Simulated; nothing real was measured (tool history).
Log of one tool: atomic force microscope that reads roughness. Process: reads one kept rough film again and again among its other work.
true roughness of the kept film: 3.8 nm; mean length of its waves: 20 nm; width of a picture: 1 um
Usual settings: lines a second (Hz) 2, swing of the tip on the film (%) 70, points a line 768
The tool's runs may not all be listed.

run,hour,lines a second (Hz),swing of the tip on the film (%),points a line,roughness of the kept film (nm (root mean square))
1,0,2,70,768,2.742
2,12.7,2,70,768,2.713
3,21.6,2,70,418,2.71
4,30.9,2,70,708,2.722
5,49,2,70,708,2.712
6,57.7,2,72,768,2.661
7,66.8,2,70,768,2.711
8,75,2,70,768,2.731
9,88.3,2,70,768,2.726
10,107.7,2,70,768,2.721
11,120.6,2,70,768,2.722
12,131.3,2,70,768,2.725
13,144.8,2,70,768,2.708
14,154.7,2,70,768,2.719
15,164.5,2,90,768,2.35
16,178.5,2,90,768,2.348
# hour 180.5: new tip fitted
17,188.2,2,70,768,2.716
18,196.1,2,70,768,2.712
19,214.8,2,70,768,2.705
20,223.3,2,70,768,2.697
21,241.3,2,70,768,2.71
22,256,2,70,768,2.719
23,266.6,2,70,562,2.695
24,275.2,2,70,768,2.724
25,283.9,2,70,768,2.735
26,301.8,2,70,768,2.706
27,318.6,2,70,768,2.696
28,330.2,0.76,71,858,2.881
29,345.5,0.76,71,858,2.875
30,356.8,1.17,62,858,2.873
# hour 361: new tip fitted
31,368.1,0.66,88,600,2.765
32,380.8,2.4,82,565,2.429
33,396.9,2.4,82,565,2.42
34,416,0.6,70,768,2.902
35,428.7,0.6,70,768,2.907
36,437,1.39,70,277,2.706
37,445.9,2.25,84,277,2.346
38,460.6,2,70,275,2.65
39,474.5,2,70,275,2.653
40,492.5,2,82,521,2.506
41,508,0.6,68,768,2.913
42,523.4,1.22,59,642,2.864
43,533.5,1.22,59,642,2.876
# hour 541.4: new tip fitted
44,546.6,1.22,59,642,2.884
45,561.1,3.26,87,258,2.092
46,573.4,1.26,61,310,2.825
47,589.9,0.79,65,350,2.848
48,609.4,3.4,89,388,2.05
49,627,1.92,56,368,2.84
50,641.7,1.92,61,368,2.813
51,656.6,1.92,61,368,2.787

4 ways to go on from here, each from the tool as it stands after run 51. What would each give?
A,670.9,1.92,61,611,?
B,670.9,2,65,324,?
C,670.9,1.69,63,394,?
D,670.9,1.92,87,823,?

run,roughness of the kept film (nm (root mean square))
A,2.811
B,2.735
C,2.799
D,2.428
Without the tool's hidden state the same runs would have given:
run,roughness of the kept film (nm (root mean square))
A,2.821
B,2.745
C,2.809
D,2.437
